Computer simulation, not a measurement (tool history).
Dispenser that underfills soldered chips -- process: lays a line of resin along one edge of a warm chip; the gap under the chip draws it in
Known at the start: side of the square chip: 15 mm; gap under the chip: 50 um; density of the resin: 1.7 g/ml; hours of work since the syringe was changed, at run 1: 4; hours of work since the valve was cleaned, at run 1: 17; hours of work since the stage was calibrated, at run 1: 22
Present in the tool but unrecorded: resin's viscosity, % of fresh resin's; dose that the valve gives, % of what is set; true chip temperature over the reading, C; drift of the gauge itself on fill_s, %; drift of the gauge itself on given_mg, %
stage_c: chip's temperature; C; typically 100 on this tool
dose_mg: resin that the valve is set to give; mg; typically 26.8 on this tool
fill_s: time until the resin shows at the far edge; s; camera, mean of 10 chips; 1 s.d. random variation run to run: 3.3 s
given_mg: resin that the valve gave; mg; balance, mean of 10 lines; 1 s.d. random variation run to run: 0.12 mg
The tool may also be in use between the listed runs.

run	day	stage_c	dose_mg	hours of work since the syringe was changed	hours of work since the valve was cleaned	hours of work since the stage was calibrated	fill_s	given_mg
1	0.000	100	26.8	4	17	22	383.4	26.52
2	0.104	100	33.5	5	18	24	406.5	32.80
3	0.304	100	33.5	9	21	27	452.9	32.87
# day 0.425: new syringe of resin
4	0.550	100	33.5	2	25	31	339.0	32.60
5	0.692	100	33.5	4	28	33	377.9	33.07
6	0.908	100	33.5	8	31	37	431.8	32.73
# day 1.083: new syringe of resin
7	1.125	100	26.8	1	34	40	341.7	25.98
8	1.342	100	31.3	4	38	43	382.6	30.25
9	1.492	100	31.3	7	40	46	426.2	30.04
10	1.688	100	31.3	10	43	49	487.4	30.11
# day 1.738: new syringe of resin
# day 1.958: dispensing valve cleaned and set on the balance
11	1.958	100	30.6	3	0	53	366.5	30.74
12	2.096	100	26.8	5	2	55	410.6	26.60
13	2.233	100	26.8	7	4	57	450.4	26.72
14	2.338	100	26.8	9	6	59	485.8	26.67
# day 2.438: new syringe of resin
15	2.504	100	26.8	1	9	61	333.4	26.37
16	2.742	100	26.8	5	12	65	384.4	26.59
17	2.862	100	27.6	7	14	67	414.5	27.36
18	2.971	100	26.8	9	16	69	452.9	26.23
# day 3.096: new syringe of resin
19	3.188	113	25.7	2	19	72	212.8	25.23
20	3.408	114	26.5	5	23	75	236.9	25.83
21	3.546	93	32.2	7	25	78	567.3	31.32
# day 3.754: new syringe of resin
22	3.804	106	24.2	1	29	82	273.1	23.65
23	4.029	106	24.2	4	33	85	321.5	23.62
24	4.246	106	24.2	8	36	89	368.7	23.45
25	4.371	100	23.1	10	38	91	519.6	22.05
# day 4.408: new syringe of resin
26	4.492	100	23.1	1	40	93	356.5	22.12
27	4.704	88	29.7	5	43	96	631.2	28.32
28	4.904	113	29.2	8	47	99	270.2	27.91
# day 4.962: dispensing valve cleaned and set on the balance
# day 5.117: new syringe of resin
29	5.200	100	31.8	1	4	103	330.5	31.50
30	5.408	100	31.8	5	7	107	393.9	31.41
31	5.517	93	30.2	6	9	108	540.5	29.72
32	5.758	109	26.8	10	13	112	343.7	26.34
# day 5.788: new syringe of resin
33	5.900	112	30.6	2	15	114	213.5	30.01
34	6.033	109	29.1	4	17	116	261.9	28.44
35	6.179	109	29.1	6	19	119	288.1	28.37
36	6.400	109	29.1	10	23	122	333.4	28.60

Consider 4 possible next runs. They are alternatives, not a sequence: every one starts from the tool as it was left by run 36. What does each give?
# day 6.450: new syringe of resin
A	6.646	109	26.9	3	27	126	?	?
# day 6.450: new syringe of resin
B	6.646	104	23.9	3	27	126	?	?
# day 6.450: new syringe of resin
C	6.646	101	26.8	3	27	126	?	?
# day 6.450: new syringe of resin
D	6.646	97	31.3	3	27	126	?	?

run	fill_s	given_mg
A	264.6	26.15
B	329.5	23.16
C	360.7	25.94
D	396.6	30.13
Without the tool's hidden state the same runs would have given:
run	fill_s	given_mg
A	236.9	26.98
B	293.9	23.90
C	323.3	26.77
D	357.1	31.09
